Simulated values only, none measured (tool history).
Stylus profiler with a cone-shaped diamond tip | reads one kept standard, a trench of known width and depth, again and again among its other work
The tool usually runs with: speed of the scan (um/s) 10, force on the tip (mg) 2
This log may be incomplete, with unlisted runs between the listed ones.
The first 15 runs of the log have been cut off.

| run | hour | speed of the scan (um/s) | force on the tip (mg) | depth of the trench (nm) | width of the trench's floor (um) |
|---|---|---|---|---|---|
| 16 | 302.5 | 10 | 2 | 506.37 | 46.65 |
| 17 | 321.7 | 10 | 2 | 506.36 | 46.61 |
| 18 | 344.5 | 10 | 1.54 | 505.57 | 46.65 |
| 19 | 367.1 | 25 | 1.94 | 506.26 | 46.49 |
| 20 | 384.5 | 5 | 2 | 506.69 | 46.57 |
| 21 | 407.6 | 33 | 2.97 | 508.27 | 46.45 |
| 22 | 419.6 | 33 | 1.35 | 505.33 | 46.43 |
| 23 | 437.8 | 28 | 2.93 | 508.33 | 46.46 |
| 24 | 449.4 | 25 | 2 | 506.69 | 46.42 |
| 25 | 476.5 | 4 | 1.67 | 505.84 | 46.5 |
| 26 | 488.6 | 4 | 1.67 | 505.63 | 46.49 |
| 27 | 508.1 | 4 | 1.67 | 506.11 | 46.52 |
| 28 | 522.9 | 29 | 2.44 | 507.32 | 46.38 |
| 29 | 544 | 29 | 2.44 | 507.5 | 46.37 |
| 30 | 568.3 | 29 | 2.44 | 507.61 | 46.35 |
| 31 | 582.7 | 21 | 4.76 | 511.25 | 46.45 |
| 32 | 607.8 | 21 | 4.76 | 511.21 | 46.43 |
| 33 | 620 | 3 | 2.08 | 506.47 | 46.43 |
| 34 | 634.6 | 3 | 2.56 | 507.63 | 46.39 |
| 35 | 651.3 | 2 | 0.8 | 503.95 | 46.4 |

Forecast each of these 5 alternatives for the next run:
| A | 664.8 | 6 | 1.32 | ? | ? |
| B | 664.8 | 2 | 4.22 | ? | ? |
| C | 664.8 | 8 | 0.95 | ? | ? |
| D | 664.8 | 3 | 2.93 | ? | ? |
| E | 664.8 | 11 | 2 | ? | ? |

| run | depth of the trench (nm) | width of the trench's floor (um) |
|---|---|---|
| A | 505.24 | 46.35 |
| B | 510.37 | 46.36 |
| C | 504.3 | 46.33 |
| D | 508.57 | 46.36 |
| E | 506.6 | 46.34 |
With no hidden state in the tool, these same runs would have given:
| run | depth of the trench (nm) | width of the trench's floor (um) |
|---|---|---|
| A | 504.38 | 46.96 |
| B | 509.5 | 46.96 |
| C | 503.45 | 46.93 |
| D | 507.71 | 46.96 |
| E | 505.74 | 46.94 |
